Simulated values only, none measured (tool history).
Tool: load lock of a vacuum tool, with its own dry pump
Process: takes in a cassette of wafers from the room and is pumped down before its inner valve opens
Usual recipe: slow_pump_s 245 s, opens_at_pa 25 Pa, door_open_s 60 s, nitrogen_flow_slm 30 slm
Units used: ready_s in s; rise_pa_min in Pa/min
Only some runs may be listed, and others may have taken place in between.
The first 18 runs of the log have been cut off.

run     hour  slow_pump_s  opens_at_pa  door_open_s  nitrogen_flow_slm  hours that the pump has run since its overhaul  times that the door has closed on its seal  incoming humidity of the room's air, %  ready_s  rise_pa_min
 19   7538.0          147           25           60                 30                                            7829                                       16348                                    43.5    284.3        0.149
 20   7977.6          147           35           39                 30                                            8269                                       16923                                    46.9    279.5        0.160
 21   8522.3          147           35           39                 30                                            8813                                       17636                                    46.8    280.5        0.170
 22   8784.5          147           35           39                 30                                            9075                                       17979                                    46.4    278.8        0.177
 23   9356.7          147           18           39                 30                                            9648                                       18727                                    43.4    293.2        0.185
 24   9780.3          147           18           39                 30                                           10071                                       19281                                    46.6    293.7        0.196
 25  10173.4          480           29           90                 35                                           10464                                       19796                                    45.8    578.5        0.204
 26  10515.1          236           19          101                  8                                           10806                                       20243                                    47.9    370.7        0.234
 27  10864.1          236           37          101                  4                                           11155                                       20699                                    44.5    361.8        0.259
 28  11455.1          150           25           29                  5                                           11746                                       21473                                    42.5    290.9        0.241
 29  11761.5          206           31          107                 42                                           12053                                       21874                                    43.4    337.0        0.234
 30  12092.2          443           28          111                  9                                           12383                                       22306                                    45.9    551.3        0.269
 31  12466.1          373           28           32                  9                                           12757                                       22795                                    45.7    487.2        0.263
     12672.3  -- door's seal changed, seat wiped
 32  12971.9          152           24          186                 27                                           13261                                         392                                    45.1    296.6        0.032
 33  13243.0          152           24          111                 27                                           13532                                         747                                    44.0    295.9        0.031
 34  13519.2          245           25           47                 17                                           13809                                        1108                                    46.7    378.3        0.027
 35  14149.8          261           23           60                 30                                           14439                                        1933                                    46.4    394.0        0.031

Forecast each of these 3 alternatives for the next run:
  A  14599.1          261           23          154                 44                                           14889                                        2521                                    48.0        ?            ?
  B  14599.1          447           23           60                 18                                           14889                                        2521                                    41.2        ?            ?
  C  14599.1          245           36           84                 30                                           14889                                        2521                                    45.3        ?            ?

run  ready_s  rise_pa_min
  A    394.6        0.032
  B    560.4        0.034
  C    372.2        0.033
Take away the tool's hidden state, keep each run's random variation, and the runs would have read:
run  ready_s  rise_pa_min
  A    379.7        0.023
  B    547.9        0.025
  C    358.1        0.023

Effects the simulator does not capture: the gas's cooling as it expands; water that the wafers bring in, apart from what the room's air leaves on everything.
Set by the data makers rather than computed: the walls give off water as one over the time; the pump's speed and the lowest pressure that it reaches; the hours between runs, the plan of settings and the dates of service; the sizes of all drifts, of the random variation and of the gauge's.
